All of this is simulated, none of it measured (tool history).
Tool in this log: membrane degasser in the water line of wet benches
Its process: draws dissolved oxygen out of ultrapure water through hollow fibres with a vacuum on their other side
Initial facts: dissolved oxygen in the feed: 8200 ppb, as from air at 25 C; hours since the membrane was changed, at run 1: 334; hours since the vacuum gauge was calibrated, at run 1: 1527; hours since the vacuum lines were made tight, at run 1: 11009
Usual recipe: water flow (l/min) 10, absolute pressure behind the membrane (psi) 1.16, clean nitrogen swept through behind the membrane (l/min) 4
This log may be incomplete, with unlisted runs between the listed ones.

run     day  water flow (l/min)  absolute pressure behind the membrane (psi)  clean nitrogen swept through behind the membrane (l/min)  hours since the membrane was changed  hours since the vacuum gauge was calibrated  hours since the vacuum lines were made tight  dissolved oxygen in the water behind the degasser (ppb)  pressure that the water loses in the fibres (psi)
  1       0                  10                                         1.16                                                         4                                   334                                         1527                                         11009                                                    278.3                                              7.967
  2   1.279                  10                                         1.16                                                      1.69                                   364                                         1558                                         11040                                                    311.8                                              7.916
  3   2.346                  10                                         1.16                                                      1.69                                   390                                         1583                                         11065                                                    320.1                                              7.979
  4   3.975                  10                                         1.16                                                      2.21                                   429                                         1622                                         11105                                                      306                                              7.941
  5   6.021                  10                                        1.353                                                         4                                   478                                         1671                                         11154                                                    287.7                                              7.968
      6.688  -- seals of the vacuum lines changed
  6   8.058                  10                                        1.353                                                         4                                   525                                         1718                                            33                                                    284.8                                              7.938
  7   9.825                  10                                         1.16                                                         4                                   568                                         1761                                            75                                                    283.7                                              7.923
  8  12.125                  10                                         1.16                                                         4                                   623                                         1816                                           130                                                    278.6                                              7.929
  9  13.546                  10                                         1.16                                                      3.67                                   657                                         1850                                           165                                                    278.1                                              7.941
 10  15.179                  10                                         1.16                                                         4                                   696                                         1889                                           204                                                    276.4                                               7.95
 11  17.712                  10                                         1.16                                                         4                                   757                                         1950                                           265                                                      279                                               7.91
 12  19.329                  10                                         1.16                                                         4                                   796                                         1989                                           303                                                    278.6                                              7.935
 13  21.562                  10                                         1.16                                                      1.88                                   849                                         2042                                           357                                                    309.4                                              7.948
 14  24.058                  10                                         1.16                                                         4                                   909                                         2102                                           417                                                    276.9                                              7.955
 15  25.417                  10                                         1.16                                                         4                                   942                                         2135                                           450                                                      282                                              7.939
 16  28.062                  10                                         1.16                                                         4                                  1005                                         2198                                           513                                                    278.6                                              7.976
 17  30.121                  10                                         1.16                                                      7.88                                  1055                                         2248                                           562                                                    266.6                                              8.005
 18  32.171                   9                                        2.329                                                      3.48                                  1104                                         2297                                           612                                                    260.4                                              7.116
 19   33.95                  11                                        2.329                                                     10.16                                  1147                                         2340                                           654                                                    360.8                                              8.778
 20  35.383                  14                                        0.969                                                      9.05                                  1181                                         2374                                           689                                                    588.4                                              11.21
 21  37.796                  14                                        0.969                                                      9.05                                  1239                                         2432                                           747                                                    582.9                                             11.161
 22  38.904                   8                                         1.16                                                       2.6                                  1266                                         2459                                           773                                                    167.6                                              6.358
 23  40.517                  16                                         1.16                                                      9.58                                  1304                                         2497                                           812                                                    762.8                                               12.7
 24  43.096                  16                                         1.16                                                      9.58                                  1366                                         2559                                           874                                                    761.1                                             12.715
 25    44.8                   6                                         1.16                                                      4.65                                  1407                                         2600                                           915                                                     61.8                                              4.779
 26  46.117                   6                                         1.16                                                      4.65                                  1439                                         2632                                           946                                                     60.6                                              4.807
 27  48.742                   6                                         1.16                                                      4.65                                  1502                                         2695                                          1009                                                     60.8                                              4.788
 28  51.388                   6                                         1.16                                                      4.65                                  1565                                         2758                                          1073                                                     62.6                                               4.82

The next listed run, before its measurement:
 29  53.146                   6                                         1.16                                                      4.65                                  1607                                         2800                                          1115                                                        ?                                                  ?

{"run 29": {"dissolved oxygen in the water behind the degasser (ppb)": 60.4, "pressure that the water loses in the fibres (psi)": 4.818}}
Minus the tool's unlogged condition, the same run would have read dissolved oxygen in the water behind the degasser (ppb) 59, pressure that the water loses in the fibres (psi) 4.795.
